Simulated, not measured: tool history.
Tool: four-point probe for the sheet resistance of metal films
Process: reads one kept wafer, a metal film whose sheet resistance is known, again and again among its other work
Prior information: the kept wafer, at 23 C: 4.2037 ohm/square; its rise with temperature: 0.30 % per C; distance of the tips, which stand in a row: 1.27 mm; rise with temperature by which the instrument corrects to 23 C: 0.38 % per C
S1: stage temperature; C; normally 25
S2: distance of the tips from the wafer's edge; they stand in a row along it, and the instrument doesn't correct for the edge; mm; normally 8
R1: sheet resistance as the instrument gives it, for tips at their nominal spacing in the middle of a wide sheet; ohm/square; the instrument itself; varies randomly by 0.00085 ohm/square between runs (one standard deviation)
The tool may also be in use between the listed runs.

run,hour,S1,S2,R1
1,0,25,8,4.237849
2,42.9,25,8,4.236752
3,113.9,25,8,4.236157
4,184.5,25,27,4.184087
5,240.8,25,17,4.192292
6,325.4,25,17,4.1903
7,414.6,25,17,4.190409
8,497.4,25,17,4.189512
9,586.1,25,17,4.189668
10,684.3,25,17,4.188613
11,752.8,25,8,4.232519
12,799.4,25,8,4.232089
13,857.1,25,8,4.230289
14,916.4,25,8,4.231158
15,957.9,25,8,4.230371
16,1051.8,25,30,4.177792
17,1109.2,25,30,4.177972
18,1160.6,25,8,4.228676
19,1217.7,25,8,4.229184
20,1262.5,28,8,4.218531
21,1333.9,28,8,4.216973
# hour 1390.9: stage's thermometer calibrated
22,1412.9,28,8,4.217011
23,1480.2,28,8,4.215256
24,1531.5,28,8,4.214549
25,1571.4,25,30,4.17232
26,1617.5,20,32,4.187507
27,1692.3,29,15,4.172747
28,1787.4,29,15,4.170225
29,1854.3,29,15,4.167766
30,1933.7,33,14,4.159341
# hour 1947.1: stage's thermometer calibrated, once more
31,2021.4,25,19,4.184332
32,2102.6,25,5,4.313375
33,2159.2,27,7,4.236477
34,2220.5,21,19,4.193993
35,2300,33,15,4.161603
36,2397.9,32,8,4.204408
37,2478.9,25,14,4.187554
38,2547,25,23,4.175957
39,2633,25,23,4.174222
40,2704.1,25,23,4.175159
41,2802.2,25,23,4.175858
42,2851.5,26,9,4.210192
43,2900.3,26,9,4.209034
44,2988.8,26,9,4.208335

What if the next run were any one of these 5? Each begins from the tool's condition after run 44:
A,3037.9,21,4,?
B,3037.9,26,57,?
C,3037.9,21,8,?
D,3037.9,18,6,?
E,3037.9,26,31,?

run,R1
A,4.394585
B,4.164551
C,4.236834
D,4.287092
E,4.166624
Without the tool's unlogged condition, the same runs would have read:
run,R1
A,4.427232
B,4.195587
C,4.268403
D,4.319026
E,4.197675
